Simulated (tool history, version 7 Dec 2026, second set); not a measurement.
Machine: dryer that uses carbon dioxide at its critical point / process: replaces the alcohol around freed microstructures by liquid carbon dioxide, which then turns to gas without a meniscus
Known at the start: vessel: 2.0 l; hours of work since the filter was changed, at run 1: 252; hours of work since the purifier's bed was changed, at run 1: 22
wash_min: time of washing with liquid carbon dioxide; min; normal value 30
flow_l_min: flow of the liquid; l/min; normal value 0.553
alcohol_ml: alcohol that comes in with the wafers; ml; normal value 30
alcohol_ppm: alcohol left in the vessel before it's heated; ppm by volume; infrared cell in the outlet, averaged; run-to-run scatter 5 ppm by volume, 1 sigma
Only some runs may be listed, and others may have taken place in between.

run	hour	wash_min	flow_l_min	alcohol_ml	hours of work since the filter was changed	hours of work since the purifier's bed was changed	alcohol_ppm
1	0.0	30	0.553	30	252	22	25
2	8.7	30	0.553	30	257	27	34
3	16.0	30	0.553	34	261	31	35
4	23.0	30	0.553	30	265	35	37
5	32.1	30	0.553	30	270	40	49
6	41.4	30	0.667	30	276	45	13
7	50.4	30	0.667	30	281	50	13
8	61.2	30	0.444	30	287	56	100
# hour 63.8: inlet filter changed
9	69.5	30	0.444	30	3	60	71
10	78.8	30	0.444	30	8	66	78
11	88.4	30	0.444	21	14	71	62
12	93.8	30	0.444	21	17	74	64
13	103.8	30	0.444	21	22	80	63
14	113.8	30	0.444	21	28	85	59
15	119.9	35	0.444	21	31	89	37
16	127.0	35	0.444	21	35	93	47
17	133.3	35	0.444	21	39	96	34
18	142.1	35	0.444	21	44	101	27
19	154.4	43	0.877	73	51	108	15
20	161.1	43	0.877	73	54	112	15
21	166.1	39	0.877	73	57	114	20
22	174.4	38	0.535	22	62	119	19

Describe how what the log doesn't record of the tool's condition differs between the last listed run preceding each entry between runs and the first listed run following it.
From run 8 to run 9: inlet filter changed (hour 63.8)
  flow that reaches the vessel past the clogged filter, %: 94.2 -> 99.7; alcohol in the recycled carbon dioxide, ppm: 13.1 -> 13.6
  what was measured, less what the result would be without the hidden state, alcohol_ppm: +32 -> +10 ppm by volume
